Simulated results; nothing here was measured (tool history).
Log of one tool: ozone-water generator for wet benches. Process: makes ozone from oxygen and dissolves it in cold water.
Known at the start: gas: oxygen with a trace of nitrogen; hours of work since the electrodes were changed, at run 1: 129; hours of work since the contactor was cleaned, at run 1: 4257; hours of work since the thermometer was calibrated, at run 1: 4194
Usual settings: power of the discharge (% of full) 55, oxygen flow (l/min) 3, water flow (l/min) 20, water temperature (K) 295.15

run	hour	power of the discharge (% of full)	oxygen flow (l/min)	water flow (l/min)	water temperature (K)	hours of work since the electrodes were changed	hours of work since the contactor was cleaned	hours of work since the thermometer was calibrated	dissolved ozone (ppm)	ozone in the gas ahead of the water (g/m3)
1	0	55	3	20	295.15	129	4257	4194	16	229
2	17.7	55	3	22	295.15	146	4274	4211	14.7	228.9
3	35.5	75	3	20	295.15	163	4291	4229	19.3	275.6
4	72.5	55	3	20	295.15	199	4328	4265	15.8	226.6
5	94.7	55	3	20	295.15	221	4349	4286	15.9	226.7
6	113.2	55	3	20	295.15	239	4367	4304	15.9	229
7	150.7	55	3	20	295.15	276	4404	4341	15.6	224.5
8	179.8	55	3	20	295.15	304	4432	4370	15.7	226.5
9	198.5	55	1.94	20	295.15	323	4451	4388	14.2	273.8
# hour 206.3: contactor cleaned
10	236.7	55	1.94	20	295.15	356	30	4421	14.1	274
11	257.6	65	3	20	295.15	376	50	4442	17.3	249.7
12	276.9	66	3	20	295.15	395	69	4460	17.4	253.7
13	299.9	55	3	17	295.15	418	91	4483	17.6	227.7
14	333.9	55	3	17	295.15	451	125	4516	17.5	223.8
# hour 351.3: water thermometer calibrated
15	359.9	55	3	17	295.15	476	150	8	17.8	223.1
16	399.3	55	3	17	295.15	514	188	47	18	225.7
17	437.6	47	2.54	20	295.15	552	225	84	13.4	217.1
# hour 444.3: contactor cleaned, once more
18	468.2	47	2.54	20	295.15	578	23	110	14.6	218.6
19	509.2	47	2.54	20	295.15	618	63	150	14.7	219.6
20	526.7	82	1.55	13	289.15	635	80	167	27.2	384.5
21	547.8	51	1.55	15	289.15	655	101	188	18.1	288
22	571.3	43	3	15	295.15	678	124	211	18	194
23	590.4	43	3	15	295.15	697	143	230	17.7	191.1
24	614.7	43	3	15	295.15	721	166	253	17.6	192.8
25	651.9	43	3	26	295.15	757	203	290	11.7	191.7
26	692.4	43	3	26	295.15	797	242	329	11.5	191.4
27	724.6	60	3	31	297.15	828	274	361	11.7	233.5
28	760.7	55	1.73	24	291.15	864	309	396	12.3	286.7
29	783.2	55	1.73	24	291.15	886	331	418	12.1	283.7
30	824	55	1.73	24	291.15	925	371	458	12.3	286.1
31	848.2	55	4.79	20	295.15	949	395	482	17.6	179.6
32	887.6	55	4.79	20	295.15	988	433	520	17.5	178.1

3 ways to go on from here, each from the tool as it stands after run 32. What would each give?
A	925.1	42	5.06	25	295.15	1024	470	557	?	?
B	925.1	55	3.37	13	301.15	1024	470	557	?	?
C	925.1	55	2.3	20	295.15	1024	470	557	?	?

run	dissolved ozone (ppm)	ozone in the gas ahead of the water (g/m3)
A	12.8	148.4
B	20.6	210.4
C	15.5	250
Without the tool's hidden state the same runs would have given:
run	dissolved ozone (ppm)	ozone in the gas ahead of the water (g/m3)
A	13.3	152.9
B	21.5	218.4
C	16.2	259.4
